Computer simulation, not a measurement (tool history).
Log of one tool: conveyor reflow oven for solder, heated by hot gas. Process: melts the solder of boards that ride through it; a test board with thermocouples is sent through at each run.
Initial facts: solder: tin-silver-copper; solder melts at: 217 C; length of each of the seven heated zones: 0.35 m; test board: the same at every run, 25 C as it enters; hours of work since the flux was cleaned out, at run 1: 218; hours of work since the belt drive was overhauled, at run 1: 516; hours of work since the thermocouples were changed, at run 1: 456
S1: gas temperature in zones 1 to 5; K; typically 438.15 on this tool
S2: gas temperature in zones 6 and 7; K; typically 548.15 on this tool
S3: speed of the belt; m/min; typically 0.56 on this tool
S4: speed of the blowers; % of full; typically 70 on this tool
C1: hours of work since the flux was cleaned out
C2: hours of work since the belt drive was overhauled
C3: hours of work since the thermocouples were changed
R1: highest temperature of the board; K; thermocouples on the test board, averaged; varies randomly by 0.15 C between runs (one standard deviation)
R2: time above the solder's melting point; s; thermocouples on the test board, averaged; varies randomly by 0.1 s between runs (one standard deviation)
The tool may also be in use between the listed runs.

run,hour,S1,S2,S3,S4,C1,C2,C3,R1,R2
1,0,438.15,548.15,0.56,70,218,516,456,525.25,52.1
2,18,438.15,548.15,0.56,70,229,527,468,524.85,52.1
3,34,438.15,548.15,0.56,70,239,537,478,524.95,52.1
4,51.3,438.15,548.15,0.56,70,250,547,488,524.85,52.2
5,72,438.15,548.15,0.625,70,262,560,501,520.35,42.3
6,86.9,438.15,548.15,0.625,70,272,569,510,519.95,42.1
7,107.8,441.15,548.15,0.667,70,285,582,523,517.75,37.9
# hour 114.4: flux residue cleaned out of gas plates and filters
8,126.7,438.15,548.15,0.56,70,8,591,532,524.15,51.2
9,137.5,438.15,548.15,0.56,70,14,598,538,524.05,51.4
10,152.5,430.15,548.15,0.56,58,24,607,548,519.05,44.2
11,173.6,448.15,548.15,0.465,70,37,620,561,532.25,73.9

Here are 5 independent what-if runs from the current tool condition. What would each one return?
A,192.4,425.15,548.15,0.465,70,48,632,572,?,?
B,192.4,448.15,556.15,0.558,70,48,632,572,?,?
C,192.4,448.15,548.15,0.551,70,48,632,572,?,?
D,192.4,438.15,557.15,0.56,70,48,632,572,?,?
E,192.4,438.15,548.15,0.553,79,48,632,572,?,?

run,R1,R2
A,528.65,63.1
B,532.65,60.7
C,526.95,57.6
D,531.35,56.6
E,526.25,54
With the hidden condition removed and each run's random variation left untouched, the same runs would have given:
run,R1,R2
A,531.55,65.1
B,535.65,62.1
C,529.85,59.3
D,534.55,58.3
E,529.45,56
